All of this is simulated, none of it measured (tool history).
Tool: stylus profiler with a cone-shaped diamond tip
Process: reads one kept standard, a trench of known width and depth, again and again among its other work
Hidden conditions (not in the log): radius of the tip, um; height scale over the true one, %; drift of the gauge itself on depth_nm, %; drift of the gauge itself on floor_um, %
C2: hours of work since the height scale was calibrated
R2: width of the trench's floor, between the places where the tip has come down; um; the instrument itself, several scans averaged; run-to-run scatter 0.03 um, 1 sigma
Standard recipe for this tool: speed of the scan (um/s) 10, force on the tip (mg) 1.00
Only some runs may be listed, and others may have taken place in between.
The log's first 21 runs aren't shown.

{"run": 22, "hour": 743.6, "speed of the scan (um/s)": 10, "force on the tip (mg)": 1.0, "scans with this tip": 6024, "C2": 721, "depth of the trench (nm)": 504.96, "R2": 26.54}
{"run": 23, "hour": 766.9, "speed of the scan (um/s)": 9, "force on the tip (mg)": 1.0, "scans with this tip": 6170, "C2": 739, "depth of the trench (nm)": 505.07, "R2": 26.45}
{"run": 24, "hour": 811.0, "speed of the scan (um/s)": 7, "force on the tip (mg)": 1.94, "scans with this tip": 6446, "C2": 772, "depth of the trench (nm)": 506.96, "R2": 26.51}
{"run": 25, "hour": 844.5, "speed of the scan (um/s)": 30, "force on the tip (mg)": 1.0, "scans with this tip": 6657, "C2": 797, "depth of the trench (nm)": 505.33, "R2": 26.44}
{"run": 26, "hour": 882.9, "speed of the scan (um/s)": 7, "force on the tip (mg)": 1.0, "scans with this tip": 6897, "C2": 826, "depth of the trench (nm)": 505.22, "R2": 26.5}
{"run": 27, "hour": 910.4, "speed of the scan (um/s)": 7, "force on the tip (mg)": 1.0, "scans with this tip": 7070, "C2": 846, "depth of the trench (nm)": 505.4, "R2": 26.54}
{"run": 28, "hour": 930.5, "speed of the scan (um/s)": 4, "force on the tip (mg)": 0.49, "scans with this tip": 7196, "C2": 861, "depth of the trench (nm)": 504.13, "R2": 26.52}
{"run": 29, "hour": 962.4, "speed of the scan (um/s)": 6, "force on the tip (mg)": 0.95, "scans with this tip": 7396, "C2": 885, "depth of the trench (nm)": 505.18, "R2": 26.48}
{"run": 30, "hour": 990.1, "speed of the scan (um/s)": 6, "force on the tip (mg)": 0.95, "scans with this tip": 7569, "C2": 906, "depth of the trench (nm)": 505.42, "R2": 26.51}
{"hour": 993.0, "done": "height scale calibrated on a step standard"}
{"run": 31, "hour": 1030.0, "speed of the scan (um/s)": 6, "force on the tip (mg)": 0.95, "scans with this tip": 7816, "C2": 28, "depth of the trench (nm)": 506.61, "R2": 26.45}
{"run": 32, "hour": 1072.1, "speed of the scan (um/s)": 6, "force on the tip (mg)": 0.95, "scans with this tip": 8080, "C2": 59, "depth of the trench (nm)": 506.12, "R2": 26.41}
{"run": 33, "hour": 1109.3, "speed of the scan (um/s)": 16, "force on the tip (mg)": 0.36, "scans with this tip": 8313, "C2": 87, "depth of the trench (nm)": 504.67, "R2": 26.4}
{"run": 34, "hour": 1153.3, "speed of the scan (um/s)": 7, "force on the tip (mg)": 1.82, "scans with this tip": 8589, "C2": 120, "depth of the trench (nm)": 508.19, "R2": 26.41}
{"run": 35, "hour": 1175.9, "speed of the scan (um/s)": 10, "force on the tip (mg)": 0.48, "scans with this tip": 8731, "C2": 137, "depth of the trench (nm)": 505.39, "R2": 26.39}

Run 36 is up next; what results do you expect?
{"hour": 1198.9, "done": "height scale calibrated on a step standard, once more"}
{"run": 36, "hour": 1210.1, "speed of the scan (um/s)": 10, "force on the tip (mg)": 1.61, "scans with this tip": 8942, "C2": 8, "depth of the trench (nm)": "?", "R2": "?"}

For run 36 the tool returned depth of the trench (nm) 504.27, R2 26.37 um.
With the hidden condition absent and the run-to-run variation left alone, this run would have shown depth of the trench (nm) 504.35, R2 26.97 um.
